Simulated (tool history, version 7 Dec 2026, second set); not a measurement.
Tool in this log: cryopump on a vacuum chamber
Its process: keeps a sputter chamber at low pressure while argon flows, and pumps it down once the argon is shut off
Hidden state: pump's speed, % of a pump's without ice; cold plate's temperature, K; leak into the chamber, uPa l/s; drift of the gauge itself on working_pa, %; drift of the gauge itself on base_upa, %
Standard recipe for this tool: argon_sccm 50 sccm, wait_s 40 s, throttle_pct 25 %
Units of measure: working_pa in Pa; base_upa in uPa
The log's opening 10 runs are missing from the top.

run	hour	argon_sccm	wait_s	throttle_pct	hours of work since the pump was warmed up and emptied	hours of work since the cold head was overhauled	hours of work since the chamber's fittings were tightened	working_pa	base_upa
11	139	50	40	25	151	151	935	0.1496	1.62
12	155.6	50	40	25	164	164	948	0.1513	1.62
13	164.9	50	40	25	171	171	955	0.152	1.62
14	177.2	66	40	25	181	181	965	0.2003	1.71
15	186.6	50	40	25	188	188	972	0.1513	1.63
16	197.1	50	40	25	196	196	981	0.1508	1.65
17	215.7	50	40	25	211	211	995	0.1517	1.67
18	228.4	64	107	25	221	221	1005	0.1952	1.11
19	239.3	43	170	17	229	229	1014	0.1913	1
20	252.3	43	170	17	239	239	1024	0.1899	0.98
21	268.3	43	252	48	252	252	1036	0.0693	0.99
22	279.6	54	211	51	261	261	1045	0.081	1.02
23	294.7	50	40	31	273	273	1057	0.1208	1.75
24	308.9	27	40	22	284	284	1068	0.0948	1.71
25	324.9	27	40	22	296	296	1081	0.0927	1.7
26	341.4	56	40	25	309	309	1094	0.1713	1.71
27	358.6	56	40	25	323	323	1107	0.1701	1.84
28	374.1	68	40	25	335	335	1119	0.2081	1.75
29	383.7	34	60	17	342	342	1127	0.1519	1.51
30	393.2	34	60	35	350	350	1134	0.0754	1.51
31	409	22	128	30	362	362	1146	0.0568	1.19
32	427.3	24	33	25	376	376	1161	0.073	2
33	442	50	27	25	388	388	1172	0.1529	2.22

Here are 5 independent what-if runs from the current tool condition. What would each one return?
A	458.1	31	20	34	401	401	1185	?	?
B	458.1	39	122	56	401	401	1185	?	?
C	458.1	71	27	45	401	401	1185	?	?
D	458.1	50	70	25	401	401	1185	?	?
E	458.1	50	88	25	401	401	1185	?	?

run	working_pa	base_upa
A	0.0712	2.75
B	0.0544	1.19
C	0.1227	2.21
D	0.152	1.44
E	0.1521	1.32
With no hidden state in the tool, these same runs would have given:
run	working_pa	base_upa
A	0.0692	1.92
B	0.052	0.39
C	0.1182	1.41
D	0.1489	0.62
E	0.1489	0.52

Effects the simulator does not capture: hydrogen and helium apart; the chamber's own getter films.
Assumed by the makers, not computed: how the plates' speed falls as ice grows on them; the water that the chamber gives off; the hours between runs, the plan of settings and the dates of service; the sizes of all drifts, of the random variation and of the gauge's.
